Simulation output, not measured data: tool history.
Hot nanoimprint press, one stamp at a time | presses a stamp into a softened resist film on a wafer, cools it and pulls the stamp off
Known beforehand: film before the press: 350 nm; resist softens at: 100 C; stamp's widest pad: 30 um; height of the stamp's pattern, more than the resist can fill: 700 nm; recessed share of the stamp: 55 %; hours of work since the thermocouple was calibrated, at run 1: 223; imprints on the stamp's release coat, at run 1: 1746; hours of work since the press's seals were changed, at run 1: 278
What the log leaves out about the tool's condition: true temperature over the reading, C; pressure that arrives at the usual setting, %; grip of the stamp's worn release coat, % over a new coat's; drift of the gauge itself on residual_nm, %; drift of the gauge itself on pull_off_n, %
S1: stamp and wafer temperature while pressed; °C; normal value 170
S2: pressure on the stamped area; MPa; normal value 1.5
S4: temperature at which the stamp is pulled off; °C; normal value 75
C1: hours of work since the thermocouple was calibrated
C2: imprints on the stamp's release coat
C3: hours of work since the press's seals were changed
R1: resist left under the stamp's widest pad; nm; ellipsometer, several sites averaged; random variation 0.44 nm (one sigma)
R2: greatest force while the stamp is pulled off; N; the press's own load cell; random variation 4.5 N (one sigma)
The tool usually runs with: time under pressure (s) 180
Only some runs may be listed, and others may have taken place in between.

{"run": 1, "hour": 0.0, "S1": 170, "S2": 1.5, "time under pressure (s)": 180, "S4": 75, "C1": 223, "C2": 1746, "C3": 278, "R1": 158.2, "R2": 224}
{"run": 2, "hour": 9.9, "S1": 170, "S2": 1.5, "time under pressure (s)": 137, "S4": 75, "C1": 229, "C2": 1780, "C3": 284, "R1": 175.1, "R2": 221}
{"hour": 23.3, "done": "stamp cleaned and given a new release coat"}
{"run": 3, "hour": 25.6, "S1": 170, "S2": 1.5, "time under pressure (s)": 180, "S4": 75, "C1": 235, "C2": 7, "C3": 290, "R1": 159.6, "R2": 221}
{"run": 4, "hour": 37.4, "S1": 170, "S2": 1.5, "time under pressure (s)": 180, "S4": 75, "C1": 242, "C2": 47, "C3": 297, "R1": 159.3, "R2": 220}
{"run": 5, "hour": 48.2, "S1": 170, "S2": 1.5, "time under pressure (s)": 180, "S4": 75, "C1": 249, "C2": 83, "C3": 304, "R1": 159.2, "R2": 220}
{"run": 6, "hour": 54.2, "S1": 170, "S2": 1.5, "time under pressure (s)": 180, "S4": 75, "C1": 253, "C2": 103, "C3": 308, "R1": 158, "R2": 218}
{"run": 7, "hour": 63.2, "S1": 170, "S2": 1.5, "time under pressure (s)": 180, "S4": 75, "C1": 258, "C2": 134, "C3": 314, "R1": 160.1, "R2": 216}
{"run": 8, "hour": 68.7, "S1": 175, "S2": 1.5, "time under pressure (s)": 180, "S4": 75, "C1": 262, "C2": 152, "C3": 317, "R1": 125.1, "R2": 223}
{"run": 9, "hour": 77.3, "S1": 170, "S2": 1.5, "time under pressure (s)": 180, "S4": 75, "C1": 267, "C2": 181, "C3": 322, "R1": 159.2, "R2": 219}
{"run": 10, "hour": 83.1, "S1": 170, "S2": 1.5, "time under pressure (s)": 180, "S4": 61, "C1": 271, "C2": 201, "C3": 326, "R1": 160.1, "R2": 284}
{"run": 11, "hour": 93.9, "S1": 170, "S2": 1.38, "time under pressure (s)": 180, "S4": 75, "C1": 278, "C2": 237, "C3": 333, "R1": 165.7, "R2": 223}
{"run": 12, "hour": 100.4, "S1": 170, "S2": 1.38, "time under pressure (s)": 180, "S4": 75, "C1": 282, "C2": 259, "C3": 337, "R1": 166, "R2": 214}
{"run": 13, "hour": 109.1, "S1": 170, "S2": 1.38, "time under pressure (s)": 180, "S4": 75, "C1": 287, "C2": 288, "C3": 342, "R1": 166.9, "R2": 217}
{"run": 14, "hour": 118.5, "S1": 170, "S2": 1.38, "time under pressure (s)": 180, "S4": 75, "C1": 293, "C2": 320, "C3": 348, "R1": 166.6, "R2": 216}
{"run": 15, "hour": 130.3, "S1": 172, "S2": 1.5, "time under pressure (s)": 180, "S4": 75, "C1": 300, "C2": 360, "C3": 355, "R1": 144.9, "R2": 218}
{"run": 16, "hour": 141.0, "S1": 172, "S2": 1.5, "time under pressure (s)": 180, "S4": 75, "C1": 307, "C2": 396, "C3": 362, "R1": 146.3, "R2": 216}
{"run": 17, "hour": 147.0, "S1": 160, "S2": 1.37, "time under pressure (s)": 93, "S4": 65, "C1": 311, "C2": 416, "C3": 366, "R1": 292.6, "R2": 267}
{"run": 18, "hour": 159.6, "S1": 160, "S2": 1.37, "time under pressure (s)": 93, "S4": 65, "C1": 319, "C2": 458, "C3": 374, "R1": 293.3, "R2": 259}
{"run": 19, "hour": 166.0, "S1": 160, "S2": 1.37, "time under pressure (s)": 93, "S4": 65, "C1": 322, "C2": 480, "C3": 378, "R1": 291.6, "R2": 263}
{"run": 20, "hour": 173.7, "S1": 160, "S2": 1.37, "time under pressure (s)": 93, "S4": 65, "C1": 327, "C2": 505, "C3": 382, "R1": 291.2, "R2": 255}
{"run": 21, "hour": 182.1, "S1": 160, "S2": 1.37, "time under pressure (s)": 93, "S4": 65, "C1": 333, "C2": 534, "C3": 388, "R1": 293.3, "R2": 263}
{"run": 22, "hour": 189.4, "S1": 160, "S2": 1.37, "time under pressure (s)": 93, "S4": 65, "C1": 337, "C2": 558, "C3": 392, "R1": 293.7, "R2": 266}
{"run": 23, "hour": 195.7, "S1": 176, "S2": 1.17, "time under pressure (s)": 160, "S4": 63, "C1": 341, "C2": 580, "C3": 396, "R1": 142.5, "R2": 279}
{"run": 24, "hour": 206.0, "S1": 176, "S2": 1.98, "time under pressure (s)": 160, "S4": 63, "C1": 347, "C2": 614, "C3": 403, "R1": 109.6, "R2": 277}
{"run": 25, "hour": 213.4, "S1": 176, "S2": 1.98, "time under pressure (s)": 160, "S4": 63, "C1": 352, "C2": 639, "C3": 407, "R1": 109.2, "R2": 279}
{"run": 26, "hour": 220.0, "S1": 168, "S2": 1.5, "time under pressure (s)": 180, "S4": 75, "C1": 356, "C2": 661, "C3": 411, "R1": 177.8, "R2": 213}
{"run": 27, "hour": 226.3, "S1": 177, "S2": 1.3, "time under pressure (s)": 180, "S4": 61, "C1": 360, "C2": 682, "C3": 415, "R1": 124.1, "R2": 281}
{"hour": 230.2, "done": "gauge calibrated"}
{"run": 28, "hour": 233.8, "S1": 177, "S2": 1.3, "time under pressure (s)": 180, "S4": 61, "C1": 365, "C2": 708, "C3": 420, "R1": 120.9, "R2": 281}
{"run": 29, "hour": 242.3, "S1": 166, "S2": 1.57, "time under pressure (s)": 327, "S4": 83, "C1": 370, "C2": 736, "C3": 425, "R1": 152, "R2": 176}

A few steps of R1 between consecutive runs. Split each: what settings, incoming material and random variation would produce without the hidden state, and what is left over for the hidden state, along with gauge scatter present in only one of the two compared results (measured, and without hidden state):
Run 16 -> 17: S1 172 -> 160, S2 1.5 -> 1.37, time under pressure (s) 180 -> 93, S4 75 -> 65. R1 +146.3 nm: hidden state +2.2, all else +144.1.
Run 22 -> 23: S1 160 -> 176, S2 1.37 -> 1.17, time under pressure (s) 93 -> 160, S4 65 -> 63. R1 -151.2 nm: hidden state -2.8, all else -148.4.
Run 27 -> 28: gauge calibrated. R1 -3.2 nm: hidden state -2.6, all else -0.6.

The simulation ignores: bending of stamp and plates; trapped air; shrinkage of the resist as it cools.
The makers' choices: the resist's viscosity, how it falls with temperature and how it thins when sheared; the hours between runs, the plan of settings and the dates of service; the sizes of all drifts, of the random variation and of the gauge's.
